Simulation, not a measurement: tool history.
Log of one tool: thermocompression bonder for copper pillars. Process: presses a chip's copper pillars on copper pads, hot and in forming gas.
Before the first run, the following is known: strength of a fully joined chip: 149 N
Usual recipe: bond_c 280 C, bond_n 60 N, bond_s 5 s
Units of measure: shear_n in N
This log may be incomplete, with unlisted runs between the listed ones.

{"run": 1, "hour": 0.0, "bond_c": 280, "bond_n": 60, "bond_s": 5, "shear_n": 74.2}
{"run": 2, "hour": 40.5, "bond_c": 280, "bond_n": 60, "bond_s": 5, "shear_n": 72.4}
{"run": 3, "hour": 78.0, "bond_c": 280, "bond_n": 60, "bond_s": 5, "shear_n": 71.0}
{"run": 4, "hour": 115.1, "bond_c": 280, "bond_n": 60, "bond_s": 5, "shear_n": 69.0}
{"run": 5, "hour": 191.6, "bond_c": 280, "bond_n": 60, "bond_s": 4, "shear_n": 72.3}
{"run": 6, "hour": 265.9, "bond_c": 280, "bond_n": 60, "bond_s": 4, "shear_n": 74.1}
{"run": 7, "hour": 298.9, "bond_c": 280, "bond_n": 60, "bond_s": 5, "shear_n": 79.7}
{"run": 8, "hour": 373.6, "bond_c": 280, "bond_n": 60, "bond_s": 5, "shear_n": 77.5}
{"run": 9, "hour": 430.3, "bond_c": 303, "bond_n": 60, "bond_s": 5, "shear_n": 104.6}
{"run": 10, "hour": 494.0, "bond_c": 303, "bond_n": 60, "bond_s": 5, "shear_n": 103.3}
{"run": 11, "hour": 537.3, "bond_c": 308, "bond_n": 60, "bond_s": 5, "shear_n": 104.4}
{"run": 12, "hour": 574.2, "bond_c": 308, "bond_n": 60, "bond_s": 5, "shear_n": 103.5}
{"run": 13, "hour": 646.0, "bond_c": 308, "bond_n": 60, "bond_s": 5, "shear_n": 108.3}
{"run": 14, "hour": 706.0, "bond_c": 308, "bond_n": 60, "bond_s": 5, "shear_n": 103.8}
{"run": 15, "hour": 761.3, "bond_c": 280, "bond_n": 60, "bond_s": 5, "shear_n": 75.4}
{"run": 16, "hour": 810.3, "bond_c": 280, "bond_n": 63, "bond_s": 5, "shear_n": 75.1}
{"run": 17, "hour": 848.0, "bond_c": 280, "bond_n": 60, "bond_s": 13, "shear_n": 96.1}
{"run": 18, "hour": 901.6, "bond_c": 280, "bond_n": 60, "bond_s": 13, "shear_n": 102.7}
{"run": 19, "hour": 954.5, "bond_c": 280, "bond_n": 60, "bond_s": 13, "shear_n": 100.0}
{"run": 20, "hour": 1004.9, "bond_c": 280, "bond_n": 60, "bond_s": 13, "shear_n": 96.6}
{"run": 21, "hour": 1054.2, "bond_c": 294, "bond_n": 44, "bond_s": 13, "shear_n": 93.2}
{"run": 22, "hour": 1127.1, "bond_c": 253, "bond_n": 44, "bond_s": 13, "shear_n": 55.9}
{"run": 23, "hour": 1181.4, "bond_c": 253, "bond_n": 44, "bond_s": 13, "shear_n": 54.4}
{"run": 24, "hour": 1236.6, "bond_c": 253, "bond_n": 44, "bond_s": 13, "shear_n": 51.9}
{"run": 25, "hour": 1311.1, "bond_c": 305, "bond_n": 74, "bond_s": 9, "shear_n": 125.5}
{"run": 26, "hour": 1376.3, "bond_c": 280, "bond_n": 60, "bond_s": 5, "shear_n": 70.7}
{"run": 27, "hour": 1442.6, "bond_c": 297, "bond_n": 60, "bond_s": 5, "shear_n": 84.8}
{"run": 28, "hour": 1503.0, "bond_c": 297, "bond_n": 60, "bond_s": 5, "shear_n": 84.9}
{"run": 29, "hour": 1535.1, "bond_c": 297, "bond_n": 60, "bond_s": 5, "shear_n": 89.7}
{"run": 30, "hour": 1590.8, "bond_c": 297, "bond_n": 49, "bond_s": 5, "shear_n": 77.7}
{"run": 31, "hour": 1624.3, "bond_c": 297, "bond_n": 49, "bond_s": 5, "shear_n": 74.5}
{"run": 32, "hour": 1671.9, "bond_c": 300, "bond_n": 88, "bond_s": 3, "shear_n": 93.9}
{"run": 33, "hour": 1725.2, "bond_c": 257, "bond_n": 88, "bond_s": 5, "shear_n": 66.2}
{"run": 34, "hour": 1761.9, "bond_c": 257, "bond_n": 88, "bond_s": 5, "shear_n": 62.8}
{"run": 35, "hour": 1825.1, "bond_c": 280, "bond_n": 60, "bond_s": 14, "shear_n": 95.0}
{"run": 36, "hour": 1893.3, "bond_c": 280, "bond_n": 66, "bond_s": 10, "shear_n": 87.6}
{"run": 37, "hour": 1944.4, "bond_c": 280, "bond_n": 66, "bond_s": 13, "shear_n": 99.5}
{"run": 38, "hour": 1978.5, "bond_c": 280, "bond_n": 66, "bond_s": 13, "shear_n": 98.7}

Taken out of this log: 10 entries between the listed runs. Where each belongs, and how the hidden state differs across it:
In the gap between runs 4 and 5: heater calibrated with a thermocouple chip (hour 145.0)
  true temperature of the bond over the reading, C: -9.9 -> -0.1; force that reaches the chip, % of what is set: 97.7 -> 97.5; oxide that the forming gas leaves, % of the face: 4.99 -> 7.71
  difference, measured minus the result without the unlogged condition, shear_n: -15.0 -> -7.1 N
In the gap between runs 5 and 6: forming gas filter changed (hour 210.1)
  true temperature of the bond over the reading, C: -0.1 -> -0.5; force that reaches the chip, % of what is set: 97.5 -> 97.2; oxide that the forming gas leaves, % of the face: 7.71 -> 2.87
  difference, measured minus the result without the unlogged condition, shear_n: -7.1 -> -3.7 N
In the gap between runs 8 and 9: forming gas filter changed (hour 424.3)
  true temperature of the bond over the reading, C: -1.1 -> -1.4; force that reaches the chip, % of what is set: 96.9 -> 96.7; oxide that the forming gas leaves, % of the face: 6.89 -> 0.72
  difference, measured minus the result without the unlogged condition, shear_n: -8.1 -> -3.3 N
In the gap between runs 12 and 13: forming gas filter changed (hour 642.6)
  true temperature of the bond over the reading, C: -2.2 -> -2.6; force that reaches the chip, % of what is set: 96.2 -> 95.9; oxide that the forming gas leaves, % of the face: 5.8 -> 0.68
  difference, measured minus the result without the unlogged condition, shear_n: -9.8 -> -4.7 N
In the gap between runs 17 and 18: forming gas filter changed (hour 860.7)
  true temperature of the bond over the reading, C: -3.8 -> -4; force that reaches the chip, % of what is set: 95.3 -> 95.1; oxide that the forming gas leaves, % of the face: 7.88 -> 2.14
  difference, measured minus the result without the unlogged condition, shear_n: -14.0 -> -8.6 N
In the gap between runs 21 and 22: forming gas filter changed (hour 1076.5)
  true temperature of the bond over the reading, C: -4.9 -> -5.3; force that reaches the chip, % of what is set: 94.6 -> 94.4; oxide that the forming gas leaves, % of the face: 7.62 -> 2.38
  difference, measured minus the result without the unlogged condition, shear_n: -15.1 -> -9.1 N
In the gap between runs 24 and 25: forming gas filter changed (hour 1291.9)
  true temperature of the bond over the reading, C: -5.9 -> -6.3; force that reaches the chip, % of what is set: 94 -> 93.7; oxide that the forming gas leaves, % of the face: 6.11 -> 1.24
  difference, measured minus the result without the unlogged condition, shear_n: -11.9 -> -8.0 N
In the gap between runs 28 and 29: forming gas filter changed (hour 1507.3)
  true temperature of the bond over the reading, C: -7.4 -> -7.6; force that reaches the chip, % of what is set: 93.1 -> 93; oxide that the forming gas leaves, % of the face: 8.2 -> 1.64
  difference, measured minus the result without the unlogged condition, shear_n: -18.5 -> -12.8 N
In the gap between runs 32 and 33: forming gas filter changed (hour 1721.9)
  true temperature of the bond over the reading, C: -8.4 -> -8.6; force that reaches the chip, % of what is set: 92.5 -> 92.4; oxide that the forming gas leaves, % of the face: 6.55 -> 0.81
  difference, measured minus the result without the unlogged condition, shear_n: -18.5 -> -13.9 N
In the gap between runs 36 and 37: forming gas filter changed (hour 1935.9)
  true temperature of the bond over the reading, C: -9.6 -> -9.8; force that reaches the chip, % of what is set: 91.8 -> 91.7; oxide that the forming gas leaves, % of the face: 7.01 -> 0.92
  difference, measured minus the result without the unlogged condition, shear_n: -20.9 -> -15.3 N
